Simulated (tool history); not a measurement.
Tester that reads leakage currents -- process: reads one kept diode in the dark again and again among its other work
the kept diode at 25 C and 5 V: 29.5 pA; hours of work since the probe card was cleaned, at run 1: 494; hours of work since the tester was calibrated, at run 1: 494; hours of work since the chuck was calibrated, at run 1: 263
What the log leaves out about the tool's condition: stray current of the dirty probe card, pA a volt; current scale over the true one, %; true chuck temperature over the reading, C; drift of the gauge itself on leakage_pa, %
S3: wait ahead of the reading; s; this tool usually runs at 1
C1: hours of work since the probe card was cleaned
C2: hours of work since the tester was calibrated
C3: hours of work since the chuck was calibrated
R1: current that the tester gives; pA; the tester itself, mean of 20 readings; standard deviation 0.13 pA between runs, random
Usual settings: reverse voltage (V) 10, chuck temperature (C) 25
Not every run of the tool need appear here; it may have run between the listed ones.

Run 1, hour 0: usual settings; C1 494; C2 494; C3 263. Result: R1 39.25 pA.
Run 2, hour 150.9: usual settings; C1 605; C2 605; C3 373. Result: R1 39.18 pA.
Run 3, hour 322.8: usual settings; C1 730; C2 730; C3 499. Result: R1 39.13 pA.
Run 4, hour 400.1: usual settings but chuck temperature (C) 21; C1 787; C2 787; C3 555. Result: R1 29.41 pA.
Run 5, hour 552.3: usual settings but chuck temperature (C) 21; C1 898; C2 898; C3 667. Result: R1 29.53 pA.
Run 6, hour 689.1: usual settings but chuck temperature (C) 21; C1 998; C2 998; C3 767. Result: R1 29.36 pA.
Run 7, hour 797.5: usual settings; C1 1078; C2 1078; C3 846. Result: R1 39.52 pA.
Run 8, hour 973.6: usual settings; C1 1206; C2 1206; C3 975. Result: R1 39.52 pA.
At hour 991.9: chuck's temperature calibrated.
Run 9, hour 1116.5: usual settings but S3 8.31 s; C1 1309; C2 1309; C3 91. Result: R1 38.38 pA.
Run 10, hour 1203.7: usual settings but chuck temperature (C) 30, S3 8.31 s; C1 1373; C2 1373; C3 155. Result: R1 55.42 pA.
Run 11, hour 1376.4: usual settings but chuck temperature (C) 52; C1 1499; C2 1499; C3 281. Result: R1 241.38 pA.
Run 12, hour 1517.9: usual settings but chuck temperature (C) 52; C1 1603; C2 1603; C3 385. Result: R1 240.95 pA.
Run 13, hour 1666.6: usual settings but reverse voltage (V) 2.5, chuck temperature (C) 52; C1 1712; C2 1712; C3 493. Result: R1 144.87 pA.
Run 14, hour 1815.6: usual settings; C1 1821; C2 1821; C3 602. Result: R1 39.48 pA.
Run 15, hour 1939.9: usual settings; C1 1912; C2 1912; C3 693. Result: R1 39.36 pA.
Run 16, hour 2022.2: usual settings but S3 0.71 s; C1 1972; C2 1972; C3 753. Result: R1 39.86 pA.
Run 17, hour 2190.2: usual settings; C1 2095; C2 2095; C3 876. Result: R1 39.35 pA.
At hour 2339.3: chuck's temperature calibrated.
Run 18, hour 2361.2: usual settings; C1 2218; C2 2218; C3 16. Result: R1 39.37 pA.
Run 19, hour 2492.7: usual settings but S3 0.67 s; C1 2314; C2 2314; C3 112. Result: R1 39.9 pA.
Run 20, hour 2601.1: usual settings but S3 0.67 s; C1 2394; C2 2394; C3 191. Result: R1 40.1 pA.
Run 21, hour 2713.6: usual settings but reverse voltage (V) 1.4, chuck temperature (C) 23, S3 0.4 s; C1 2476; C2 2476; C3 274. Result: R1 16.42 pA.
Run 22, hour 2798.7: usual settings but reverse voltage (V) 1.3, chuck temperature (C) 35, S3 1.85 s; C1 2538; C2 2538; C3 336. Result: R1 37.11 pA.
Run 23, hour 2891.8: usual settings but reverse voltage (V) 7.3, chuck temperature (C) 41, S3 1.16 s; C1 2606; C2 2606; C3 404. Result: R1 106.16 pA.
Run 24, hour 3052.8: usual settings but reverse voltage (V) 7.3, chuck temperature (C) 41, S3 1.16 s; C1 2724; C2 2724; C3 522. Result: R1 105.41 pA.
At hour 3202.8: tester calibrated.
Run 25, hour 3226.5: usual settings but reverse voltage (V) 2, chuck temperature (C) 35, S3 1.16 s; C1 2850; C2 17; C3 647. Result: R1 43.67 pA.
At hour 3312.6: probe card cleaned and baked.
Run 26, hour 3335.7: usual settings but reverse voltage (V) 3, chuck temperature (C) 36, S3 0.59 s; C1 17; C2 95; C3 725. Result: R1 54.25 pA.
Run 27, hour 3413.6: usual settings but chuck temperature (C) 38, S3 1.39 s; C1 74; C2 152; C3 782. Result: R1 97.01 pA.
Run 28, hour 3547.8: usual settings but reverse voltage (V) 1.1, chuck temperature (C) 40, S3 6.09 s; C1 172; C2 250; C3 880. Result: R1 48.95 pA.
Run 29, hour 3632.8: usual settings but chuck temperature (C) 46, S3 0.6 s; C1 234; C2 312; C3 942. Result: R1 165.18 pA.
At hour 3690.6: chuck's temperature calibrated.
Run 30, hour 3794.8: usual settings but reverse voltage (V) 3.5, chuck temperature (C) 21, S3 9 s; C1 351; C2 429; C3 76. Result: R1 19.29 pA.
Run 31, hour 3919.1: usual settings but reverse voltage (V) 3.5, chuck temperature (C) 21, S3 9 s; C1 442; C2 520; C3 167. Result: R1 19.28 pA.
Run 32, hour 4049.9: usual settings but reverse voltage (V) 3.5, chuck temperature (C) 21, S3 9 s; C1 538; C2 616; C3 263. Result: R1 19.32 pA.
Run 33, hour 4150: usual settings but reverse voltage (V) 3.5, chuck temperature (C) 21, S3 9 s; C1 611; C2 689; C3 336. Result: R1 19.36 pA.
Run 34, hour 4299.3: usual settings but reverse voltage (V) 3.5, chuck temperature (C) 21, S3 3.61 s; C1 720; C2 798; C3 445. Result: R1 19.26 pA.

What if the next run were any one of these 4? Each begins from the tool's condition after run 34:
Run A, hour 4421.9: usual settings but reverse voltage (V) 1.2, S3 0.97 s; C1 810; C2 888; C3 535. Result: R1 ?.
Run B, hour 4421.9: usual settings but reverse voltage (V) 1.5, chuck temperature (C) 21, S3 7.76 s; C1 810; C2 888; C3 535. Result: R1 ?.
Run C, hour 4421.9: usual settings but reverse voltage (V) 1.1, chuck temperature (C) 47, S3 0.68 s; C1 810; C2 888; C3 535. Result: R1 ?.
Run D, hour 4421.9: usual settings but chuck temperature (C) 55; C1 810; C2 888; C3 535. Result: R1 ?.

run      R1
  A   17.61
  B   14.03
  C   78.19
  D  290.62
With the hidden condition removed and each run's random variation left untouched, the same runs would have given:
run      R1
  A   17.61
  B   14.03
  C   78.19
  D  290.63

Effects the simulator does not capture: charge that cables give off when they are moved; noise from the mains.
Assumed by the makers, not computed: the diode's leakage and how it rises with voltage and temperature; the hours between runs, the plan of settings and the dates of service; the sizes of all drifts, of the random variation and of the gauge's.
